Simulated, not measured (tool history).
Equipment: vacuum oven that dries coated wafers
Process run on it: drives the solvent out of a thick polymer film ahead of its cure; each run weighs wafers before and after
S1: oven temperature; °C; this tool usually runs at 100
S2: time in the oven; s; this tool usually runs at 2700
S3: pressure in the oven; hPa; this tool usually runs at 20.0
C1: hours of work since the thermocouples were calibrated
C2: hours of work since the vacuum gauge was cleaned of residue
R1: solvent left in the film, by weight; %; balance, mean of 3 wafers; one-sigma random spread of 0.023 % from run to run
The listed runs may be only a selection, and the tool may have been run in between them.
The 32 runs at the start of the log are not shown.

{"run": 33, "hour": 1279.7, "S1": 110, "S2": 1560, "S3": 50.1, "C1": 230, "C2": 915, "R1": 5.26}
{"run": 34, "hour": 1333.4, "S1": 107, "S2": 2700, "S3": 31.4, "C1": 255, "C2": 941, "R1": 3.0}
{"run": 35, "hour": 1379.0, "S1": 107, "S2": 2700, "S3": 54.7, "C1": 277, "C2": 963, "R1": 4.25}
{"run": 36, "hour": 1432.3, "S1": 113, "S2": 4560, "S3": 76.6, "C1": 303, "C2": 988, "R1": 3.48}
{"run": 37, "hour": 1468.8, "S1": 100, "S2": 3600, "S3": 51.5, "C1": 320, "C2": 1006, "R1": 5.18}
{"run": 38, "hour": 1498.6, "S1": 108, "S2": 2700, "S3": 17.1, "C1": 335, "C2": 1020, "R1": 2.06}
{"run": 39, "hour": 1548.4, "S1": 100, "S2": 3540, "S3": 20.0, "C1": 358, "C2": 1044, "R1": 3.22}
{"run": 40, "hour": 1589.2, "S1": 100, "S2": 3540, "S3": 20.0, "C1": 378, "C2": 1064, "R1": 3.21}
{"run": 41, "hour": 1626.2, "S1": 100, "S2": 3660, "S3": 20.0, "C1": 396, "C2": 1081, "R1": 3.07}
{"run": 42, "hour": 1668.1, "S1": 96, "S2": 2700, "S3": 69.3, "C1": 416, "C2": 1101, "R1": 9.11}
{"run": 43, "hour": 1719.5, "S1": 106, "S2": 1500, "S3": 11.7, "C1": 441, "C2": 1126, "R1": 5.26}
{"run": 44, "hour": 1761.8, "S1": 94, "S2": 4380, "S3": 11.7, "C1": 461, "C2": 1146, "R1": 3.56}
{"run": 45, "hour": 1801.0, "S1": 89, "S2": 2580, "S3": 20.0, "C1": 480, "C2": 1165, "R1": 9.39}
{"run": 46, "hour": 1831.0, "S1": 112, "S2": 2220, "S3": 19.4, "C1": 494, "C2": 1180, "R1": 1.94}

Below are 5 alternative next runs, each starting from the tool's condition after run 46. Predict each:
{"run": "A", "hour": 1867.4, "S1": 104, "S2": 1800, "S3": 11.6, "C1": 512, "C2": 1197, "R1": "?"}
{"run": "B", "hour": 1867.4, "S1": 112, "S2": 2460, "S3": 19.4, "C1": 512, "C2": 1197, "R1": "?"}
{"run": "C", "hour": 1867.4, "S1": 112, "S2": 2220, "S3": 10.4, "C1": 512, "C2": 1197, "R1": "?"}
{"run": "D", "hour": 1867.4, "S1": 100, "S2": 4080, "S3": 12.4, "C1": 512, "C2": 1197, "R1": "?"}
{"run": "E", "hour": 1867.4, "S1": 90, "S2": 2700, "S3": 20.0, "C1": 512, "C2": 1197, "R1": "?"}

run=A R1=4.77
run=B R1=1.65
run=C R1=1.53
run=D R1=2.20
run=E R1=8.67
What these runs would have given with no unlogged condition in the tool:
run=A R1=4.92
run=B R1=1.64
run=C R1=1.54
run=D R1=2.18
run=E R1=8.81
